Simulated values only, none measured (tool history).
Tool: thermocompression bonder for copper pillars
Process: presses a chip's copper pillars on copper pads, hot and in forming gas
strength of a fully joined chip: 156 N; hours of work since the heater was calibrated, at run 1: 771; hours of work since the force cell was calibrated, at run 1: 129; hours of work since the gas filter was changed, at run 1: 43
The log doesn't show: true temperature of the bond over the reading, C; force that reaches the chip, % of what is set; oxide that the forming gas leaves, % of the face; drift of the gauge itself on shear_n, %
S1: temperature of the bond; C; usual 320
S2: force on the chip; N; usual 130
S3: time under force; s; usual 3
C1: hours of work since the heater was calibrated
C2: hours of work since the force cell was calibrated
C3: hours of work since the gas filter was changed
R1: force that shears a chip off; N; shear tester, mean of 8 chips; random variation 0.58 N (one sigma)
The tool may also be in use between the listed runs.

{"run": 1, "hour": 0.0, "S1": 320, "S2": 130, "S3": 3, "C1": 771, "C2": 129, "C3": 43, "R1": 98.6}
{"run": 2, "hour": 6.5, "S1": 320, "S2": 130, "S3": 3, "C1": 775, "C2": 133, "C3": 47, "R1": 98.5}
{"run": 3, "hour": 11.2, "S1": 320, "S2": 119, "S3": 3, "C1": 778, "C2": 135, "C3": 50, "R1": 90.9}
{"run": 4, "hour": 16.3, "S1": 344, "S2": 130, "S3": 3, "C1": 781, "C2": 138, "C3": 53, "R1": 111.8}
{"run": 5, "hour": 25.4, "S1": 299, "S2": 130, "S3": 3, "C1": 786, "C2": 144, "C3": 58, "R1": 85.2}
{"run": 6, "hour": 36.1, "S1": 320, "S2": 130, "S3": 3, "C1": 792, "C2": 150, "C3": 64, "R1": 98.5}
{"run": 7, "hour": 47.0, "S1": 320, "S2": 130, "S3": 3, "C1": 799, "C2": 156, "C3": 71, "R1": 96.9}
{"run": 8, "hour": 52.9, "S1": 320, "S2": 130, "S3": 3, "C1": 802, "C2": 160, "C3": 74, "R1": 97.2}
{"run": 9, "hour": 57.4, "S1": 320, "S2": 130, "S3": 3, "C1": 805, "C2": 162, "C3": 77, "R1": 97.5}
{"run": 10, "hour": 67.0, "S1": 320, "S2": 130, "S3": 3, "C1": 811, "C2": 168, "C3": 82, "R1": 98.2}
{"run": 11, "hour": 74.6, "S1": 320, "S2": 130, "S3": 3, "C1": 815, "C2": 173, "C3": 87, "R1": 97.1}
{"run": 12, "hour": 79.6, "S1": 320, "S2": 130, "S3": 3, "C1": 818, "C2": 175, "C3": 90, "R1": 98.8}
{"run": 13, "hour": 90.1, "S1": 320, "S2": 130, "S3": 3, "C1": 824, "C2": 182, "C3": 96, "R1": 96.4}
{"run": 14, "hour": 100.3, "S1": 320, "S2": 130, "S3": 3, "C1": 830, "C2": 188, "C3": 102, "R1": 98.4}
{"hour": 101.5, "done": "forming gas filter changed"}
{"run": 15, "hour": 109.0, "S1": 329, "S2": 130, "S3": 3, "C1": 835, "C2": 192, "C3": 4, "R1": 104.2}
{"run": 16, "hour": 119.8, "S1": 339, "S2": 95, "S3": 5, "C1": 841, "C2": 199, "C3": 11, "R1": 97.3}
{"run": 17, "hour": 128.4, "S1": 324, "S2": 95, "S3": 6, "C1": 846, "C2": 204, "C3": 16, "R1": 94.7}
{"run": 18, "hour": 135.0, "S1": 296, "S2": 83, "S3": 2, "C1": 850, "C2": 208, "C3": 20, "R1": 44.4}
{"run": 19, "hour": 140.2, "S1": 296, "S2": 189, "S3": 7, "C1": 853, "C2": 211, "C3": 23, "R1": 136.0}
{"run": 20, "hour": 146.8, "S1": 321, "S2": 150, "S3": 5, "C1": 857, "C2": 215, "C3": 27, "R1": 124.4}
{"run": 21, "hour": 151.7, "S1": 330, "S2": 119, "S3": 2, "C1": 860, "C2": 217, "C3": 29, "R1": 84.6}
{"run": 22, "hour": 162.5, "S1": 312, "S2": 193, "S3": 3, "C1": 866, "C2": 224, "C3": 36, "R1": 125.0}
{"run": 23, "hour": 169.4, "S1": 312, "S2": 193, "S3": 3, "C1": 870, "C2": 228, "C3": 40, "R1": 126.3}
{"run": 24, "hour": 176.2, "S1": 312, "S2": 193, "S3": 3, "C1": 874, "C2": 232, "C3": 44, "R1": 125.6}
{"run": 25, "hour": 182.5, "S1": 342, "S2": 138, "S3": 2, "C1": 878, "C2": 235, "C3": 47, "R1": 103.0}
{"run": 26, "hour": 191.3, "S1": 342, "S2": 138, "S3": 2, "C1": 883, "C2": 241, "C3": 53, "R1": 103.1}
{"run": 27, "hour": 198.8, "S1": 342, "S2": 138, "S3": 2, "C1": 887, "C2": 245, "C3": 57, "R1": 104.8}
{"run": 28, "hour": 207.8, "S1": 332, "S2": 138, "S3": 9, "C1": 893, "C2": 250, "C3": 62, "R1": 137.6}
{"run": 29, "hour": 218.5, "S1": 332, "S2": 138, "S3": 3, "C1": 899, "C2": 257, "C3": 69, "R1": 110.0}

3 ways to go on from here, each from the tool as it stands after run 29. What would each give?
{"run": "A", "hour": 229.1, "S1": 342, "S2": 118, "S3": 6, "C1": 905, "C2": 263, "C3": 75, "R1": "?"}
{"run": "B", "hour": 229.1, "S1": 332, "S2": 138, "S3": 8, "C1": 905, "C2": 263, "C3": 75, "R1": "?"}
{"run": "C", "hour": 229.1, "S1": 325, "S2": 130, "S3": 3, "C1": 905, "C2": 263, "C3": 75, "R1": "?"}

run=A R1=120.8
run=B R1=135.3
run=C R1=102.4
Without the tool's hidden state the same runs would have given:
run=A R1=120.8
run=B R1=135.4
run=C R1=102.4

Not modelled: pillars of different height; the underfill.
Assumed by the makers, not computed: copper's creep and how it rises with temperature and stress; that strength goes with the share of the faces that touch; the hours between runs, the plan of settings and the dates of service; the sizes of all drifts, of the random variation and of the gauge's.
